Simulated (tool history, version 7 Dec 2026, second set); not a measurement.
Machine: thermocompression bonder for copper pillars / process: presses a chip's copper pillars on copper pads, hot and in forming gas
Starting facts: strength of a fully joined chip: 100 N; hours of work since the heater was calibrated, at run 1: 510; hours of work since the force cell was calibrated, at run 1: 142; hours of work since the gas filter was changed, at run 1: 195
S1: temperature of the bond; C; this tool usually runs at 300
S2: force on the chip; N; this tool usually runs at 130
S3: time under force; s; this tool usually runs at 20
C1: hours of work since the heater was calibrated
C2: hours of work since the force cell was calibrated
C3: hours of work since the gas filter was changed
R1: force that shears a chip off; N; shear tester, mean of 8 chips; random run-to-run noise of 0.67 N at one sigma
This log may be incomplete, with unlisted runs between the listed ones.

| run | day | S1 | S2 | S3 | C1 | C2 | C3 | R1 |
|---|---|---|---|---|---|---|---|---|
| 1 | 0 | 300 | 130 | 20 | 510 | 142 | 195 | 47.6 |
| 2 | 0.708 | 300 | 130 | 20 | 519 | 152 | 204 | 47.8 |
| 3 | 1.479 | 300 | 78 | 20 | 530 | 163 | 215 | 27 |
| 4 | 1.871 | 300 | 130 | 20 | 535 | 168 | 220 | 47.3 |
|  | 2.288 | heater calibrated with a thermocouple chip |
| 5 | 2.658 | 300 | 130 | 21 | 5 | 177 | 230 | 48.4 |
| 6 | 3.438 | 300 | 130 | 20 | 16 | 188 | 240 | 50.4 |
| 7 | 3.938 | 300 | 130 | 20 | 22 | 195 | 247 | 50.4 |
| 8 | 4.383 | 300 | 130 | 20 | 28 | 201 | 253 | 50.4 |
| 9 | 4.771 | 310 | 122 | 20 | 34 | 206 | 258 | 51.3 |
| 10 | 5.142 | 310 | 122 | 20 | 39 | 211 | 263 | 51.3 |
| 11 | 5.588 | 310 | 122 | 20 | 45 | 217 | 269 | 52.4 |
| 12 | 6.321 | 310 | 91 | 36 | 55 | 227 | 279 | 48.5 |

For run 13, what comes out?
|  | 7.038 | heater calibrated with a thermocouple chip, once more |
| 13 | 7.1 | 310 | 91 | 36 | 1 | 236 | 289 | ? |

Run 13 produced R1 39.3 N.
On a tool with no hidden condition, and with the same random variation, this run would have come out at R1 41.6 N.
